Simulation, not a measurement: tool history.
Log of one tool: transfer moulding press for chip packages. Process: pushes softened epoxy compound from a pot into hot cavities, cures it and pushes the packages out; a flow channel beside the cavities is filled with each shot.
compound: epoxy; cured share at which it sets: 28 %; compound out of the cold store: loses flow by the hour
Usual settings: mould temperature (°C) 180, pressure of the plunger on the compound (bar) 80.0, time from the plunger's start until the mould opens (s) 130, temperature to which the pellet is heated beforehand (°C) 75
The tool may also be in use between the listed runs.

| run | hour | mould temperature (°C) | pressure of the plunger on the compound (bar) | time from the plunger's start until the mould opens (s) | temperature to which the pellet is heated beforehand (°C) | incoming compound's hours out of the cold store | length that the compound runs in the flow channel (mm) | greatest force on the pins that push the packages out (N) |
|---|---|---|---|---|---|---|---|---|
| 1 | 0.0 | 180 | 80.0 | 130 | 75 | 13.2 | 905 | 357 |
| 2 | 13.6 | 180 | 80.0 | 130 | 75 | 21.0 | 876 | 398 |
| 3 | 23.8 | 180 | 80.0 | 130 | 70 | 45.6 | 796 | 381 |
| 4 | 37.4 | 180 | 80.0 | 130 | 70 | 45.5 | 800 | 423 |
| 5 | 48.7 | 180 | 80.0 | 130 | 74 | 46.3 | 797 | 437 |
| 6 | 59.7 | 180 | 80.0 | 128 | 75 | 27.3 | 852 | 491 |
|  | 63.6 | plunger's sealing rings changed |
| 7 | 70.3 | 180 | 80.0 | 128 | 75 | 47.7 | 818 | 461 |
| 8 | 78.2 | 180 | 80.0 | 128 | 75 | 11.6 | 932 | 516 |
| 9 | 88.3 | 180 | 80.0 | 128 | 77 | 22.0 | 898 | 500 |
| 10 | 100.7 | 180 | 80.0 | 130 | 75 | 35.3 | 851 | 515 |
| 11 | 111.6 | 180 | 80.0 | 130 | 75 | 13.0 | 928 | 524 |
|  | 127.9 | cavities cleaned with cleaning compound and waxed |
| 12 | 128.7 | 180 | 80.0 | 130 | 71 | 14.7 | 921 | 334 |
| 13 | 137.0 | 180 | 87.8 | 130 | 75 | 39.4 | 880 | 358 |
| 14 | 148.7 | 180 | 87.8 | 130 | 75 | 12.9 | 974 | 396 |
| 15 | 162.1 | 180 | 87.8 | 130 | 75 | 16.9 | 951 | 415 |
| 16 | 174.6 | 185 | 99.9 | 134 | 67 | 41.9 | 908 | 383 |
| 17 | 188.0 | 180 | 67.7 | 130 | 75 | 13.1 | 851 | 446 |
| 18 | 203.6 | 180 | 67.7 | 117 | 80 | 34.4 | 781 | 540 |
| 19 | 212.9 | 186 | 76.7 | 129 | 75 | 48.0 | 773 | 406 |
| 20 | 224.8 | 186 | 76.7 | 129 | 75 | 47.5 | 774 | 415 |

Run 21 comes next. What will it give?
| 21 | 235.9 | 180 | 81.9 | 123 | 75 | 24.3 | ? | ? |

Run 21 gave length that the compound runs in the flow channel (mm) 888, greatest force on the pins that push the packages out (N) 564.
Without the tool's hidden state the same run would have given length that the compound runs in the flow channel (mm) 900, greatest force on the pins that push the packages out (N) 351.
